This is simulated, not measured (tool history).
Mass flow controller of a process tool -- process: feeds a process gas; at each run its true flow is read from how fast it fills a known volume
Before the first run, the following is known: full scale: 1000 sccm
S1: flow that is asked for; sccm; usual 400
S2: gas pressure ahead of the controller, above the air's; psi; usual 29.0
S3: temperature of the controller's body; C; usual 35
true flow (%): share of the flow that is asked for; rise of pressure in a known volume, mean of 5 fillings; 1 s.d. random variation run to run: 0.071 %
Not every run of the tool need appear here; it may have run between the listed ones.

{"run": 1, "day": 0.0, "S1": 400, "S2": 29.0, "S3": 35, "true flow (%)": 99.86}
{"run": 2, "day": 4.733, "S1": 400, "S2": 29.0, "S3": 35, "true flow (%)": 99.99}
{"run": 3, "day": 12.029, "S1": 400, "S2": 29.0, "S3": 35, "true flow (%)": 100.07}
{"run": 4, "day": 16.871, "S1": 400, "S2": 33.5, "S3": 35, "true flow (%)": 100.16}
{"run": 5, "day": 22.679, "S1": 400, "S2": 33.5, "S3": 35, "true flow (%)": 100.05}
{"run": 6, "day": 30.492, "S1": 400, "S2": 32.8, "S3": 35, "true flow (%)": 100.15}
{"run": 7, "day": 38.246, "S1": 400, "S2": 29.0, "S3": 35, "true flow (%)": 100.14}
{"run": 8, "day": 42.117, "S1": 400, "S2": 29.0, "S3": 35, "true flow (%)": 100.18}
{"run": 9, "day": 48.062, "S1": 400, "S2": 23.5, "S3": 35, "true flow (%)": 100.1}
{"run": 10, "day": 54.079, "S1": 400, "S2": 23.5, "S3": 35, "true flow (%)": 100.13}
{"run": 11, "day": 57.575, "S1": 400, "S2": 23.5, "S3": 35, "true flow (%)": 100.33}
{"run": 12, "day": 65.354, "S1": 400, "S2": 23.5, "S3": 35, "true flow (%)": 100.23}
{"run": 13, "day": 71.158, "S1": 400, "S2": 23.5, "S3": 35, "true flow (%)": 100.15}
{"run": 14, "day": 77.496, "S1": 400, "S2": 23.5, "S3": 35, "true flow (%)": 100.25}
{"run": 15, "day": 81.842, "S1": 400, "S2": 23.5, "S3": 35, "true flow (%)": 100.27}
{"run": 16, "day": 89.754, "S1": 400, "S2": 23.5, "S3": 35, "true flow (%)": 100.33}
{"run": 17, "day": 94.408, "S1": 400, "S2": 23.5, "S3": 35, "true flow (%)": 100.46}
{"run": 18, "day": 102.175, "S1": 696, "S2": 29.0, "S3": 35, "true flow (%)": 101.01}
{"run": 19, "day": 109.971, "S1": 400, "S2": 29.0, "S3": 29, "true flow (%)": 99.8}
{"run": 20, "day": 116.9, "S1": 400, "S2": 29.0, "S3": 29, "true flow (%)": 99.76}
{"run": 21, "day": 124.512, "S1": 400, "S2": 29.0, "S3": 29, "true flow (%)": 99.94}
{"run": 22, "day": 131.308, "S1": 400, "S2": 29.0, "S3": 21, "true flow (%)": 99.05}
{"run": 23, "day": 135.95, "S1": 325, "S2": 29.0, "S3": 21, "true flow (%)": 98.89}
{"run": 24, "day": 141.012, "S1": 400, "S2": 29.0, "S3": 36, "true flow (%)": 100.69}
{"run": 25, "day": 146.954, "S1": 652, "S2": 30.7, "S3": 36, "true flow (%)": 101.2}
{"run": 26, "day": 153.554, "S1": 400, "S2": 30.3, "S3": 21, "true flow (%)": 99.0}
{"day": 153.988, "done": "controller's zero set anew"}
{"run": 27, "day": 157.546, "S1": 129, "S2": 32.2, "S3": 25, "true flow (%)": 100.69}
{"run": 28, "day": 164.558, "S1": 573, "S2": 31.8, "S3": 35, "true flow (%)": 101.1}
{"run": 29, "day": 168.283, "S1": 573, "S2": 31.3, "S3": 35, "true flow (%)": 101.21}
{"run": 30, "day": 172.746, "S1": 400, "S2": 28.9, "S3": 35, "true flow (%)": 100.94}
{"run": 31, "day": 178.596, "S1": 400, "S2": 21.8, "S3": 25, "true flow (%)": 99.61}
{"run": 32, "day": 183.821, "S1": 662, "S2": 31.8, "S3": 25, "true flow (%)": 100.22}
{"run": 33, "day": 190.304, "S1": 273, "S2": 32.3, "S3": 26, "true flow (%)": 100.09}
{"run": 34, "day": 194.783, "S1": 273, "S2": 32.3, "S3": 26, "true flow (%)": 100.01}
{"day": 196.633, "done": "controller's zero set anew, once more"}
{"run": 35, "day": 200.95, "S1": 273, "S2": 32.3, "S3": 26, "true flow (%)": 99.37}
{"run": 36, "day": 205.854, "S1": 400, "S2": 35.1, "S3": 21, "true flow (%)": 99.07}
{"run": 37, "day": 209.896, "S1": 626, "S2": 34.7, "S3": 30, "true flow (%)": 100.57}
{"run": 38, "day": 216.175, "S1": 626, "S2": 34.7, "S3": 30, "true flow (%)": 100.62}
{"run": 39, "day": 219.642, "S1": 343, "S2": 21.6, "S3": 35, "true flow (%)": 100.34}
{"run": 40, "day": 227.392, "S1": 782, "S2": 20.5, "S3": 35, "true flow (%)": 101.23}
{"run": 41, "day": 233.517, "S1": 510, "S2": 27.6, "S3": 26, "true flow (%)": 99.84}
{"run": 42, "day": 240.808, "S1": 510, "S2": 27.6, "S3": 26, "true flow (%)": 99.88}
{"run": 43, "day": 247.604, "S1": 510, "S2": 27.6, "S3": 26, "true flow (%)": 99.76}
{"run": 44, "day": 253.017, "S1": 400, "S2": 29.0, "S3": 40, "true flow (%)": 101.41}
{"run": 45, "day": 257.488, "S1": 400, "S2": 29.0, "S3": 40, "true flow (%)": 101.32}
{"run": 46, "day": 261.808, "S1": 306, "S2": 29.0, "S3": 35, "true flow (%)": 100.64}
{"run": 47, "day": 265.521, "S1": 259, "S2": 21.5, "S3": 29, "true flow (%)": 99.76}
{"run": 48, "day": 271.621, "S1": 110, "S2": 21.0, "S3": 21, "true flow (%)": 99.51}

Forecast each of these 4 alternatives for the next run:
{"run": "A", "day": 275.892, "S1": 110, "S2": 25.8, "S3": 27, "true flow (%)": "?"}
{"run": "B", "day": 275.892, "S1": 539, "S2": 21.0, "S3": 26, "true flow (%)": "?"}
{"run": "C", "day": 275.892, "S1": 113, "S2": 29.0, "S3": 35, "true flow (%)": "?"}
{"run": "D", "day": 275.892, "S1": 967, "S2": 29.0, "S3": 35, "true flow (%)": "?"}

run=A true_flow_(%)=100.24
run=B true_flow_(%)=99.97
run=C true_flow_(%)=101.29
run=D true_flow_(%)=101.80
With no hidden state in the tool, these same runs would have given:
run=A true_flow_(%)=98.34
run=B true_flow_(%)=99.08
run=C true_flow_(%)=99.42
run=D true_flow_(%)=101.03

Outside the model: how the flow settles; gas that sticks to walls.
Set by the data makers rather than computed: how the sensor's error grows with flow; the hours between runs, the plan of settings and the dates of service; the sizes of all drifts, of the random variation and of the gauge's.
